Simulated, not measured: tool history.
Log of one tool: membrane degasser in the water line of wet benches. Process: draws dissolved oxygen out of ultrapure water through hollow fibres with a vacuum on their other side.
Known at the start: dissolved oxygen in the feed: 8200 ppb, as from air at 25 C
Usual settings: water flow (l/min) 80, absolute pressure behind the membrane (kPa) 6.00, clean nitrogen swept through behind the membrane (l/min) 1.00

run	hour	water flow (l/min)	absolute pressure behind the membrane (kPa)	clean nitrogen swept through behind the membrane (l/min)	dissolved oxygen in the water behind the degasser (ppb)	pressure that the water loses in the fibres (kPa)
1	0.0	80	6.00	1.00	360.0	25.42
2	360.4	80	6.00	1.00	365.4	25.50
3	572.7	80	6.00	1.00	363.8	25.85
4	906.6	80	5.35	1.00	277.9	25.64
5	1102.3	64	6.00	1.00	311.8	20.45
6	1357.2	64	6.00	1.00	311.7	20.39
7	1631.2	64	6.00	1.00	315.4	20.74
8	1901.8	80	10.28	1.00	879.8	25.47
9	2090.0	80	10.28	1.00	866.4	25.67
10	2238.8	80	6.00	1.00	366.8	25.46
11	2463.9	80	6.00	1.00	360.6	25.50
12	2728.7	80	6.00	1.00	366.6	25.54
13	2938.1	80	6.00	1.00	365.8	25.41
14	3095.7	128	10.03	0.68	1355.2	41.15
15	3454.9	80	3.73	1.00	72.1	25.50
16	3673.6	80	6.00	0.41	591.9	26.04
17	3968.7	80	6.00	0.41	597.0	25.50
18	4191.4	80	6.00	0.41	588.4	25.62
19	4465.4	80	6.00	0.41	595.2	25.77
20	4745.3	126	7.36	0.41	1054.9	39.94
21	4933.0	127	11.56	0.94	1387.7	40.58
22	5114.3	127	11.56	0.94	1398.2	40.70
23	5282.6	127	11.56	0.94	1405.5	40.33
24	5617.4	113	4.69	0.94	258.1	36.37

Taken out of this log: 3 entries between the listed runs. Where each belongs, and how the hidden state differs across it:
Between runs 1 and 2: seals of the vacuum lines changed (hour 269.4)
  air that leaks in behind the membrane, l/min: 0.0021 -> 0.002
Between runs 16 and 17: vacuum gauge calibrated (hour 3757.7)
  air that leaks in behind the membrane, l/min: 0.002 -> 0.0021
Between runs 17 and 18: seals of the vacuum lines changed (hour 4173.0)
  air that leaks in behind the membrane, l/min: 0.0021 -> 0.002
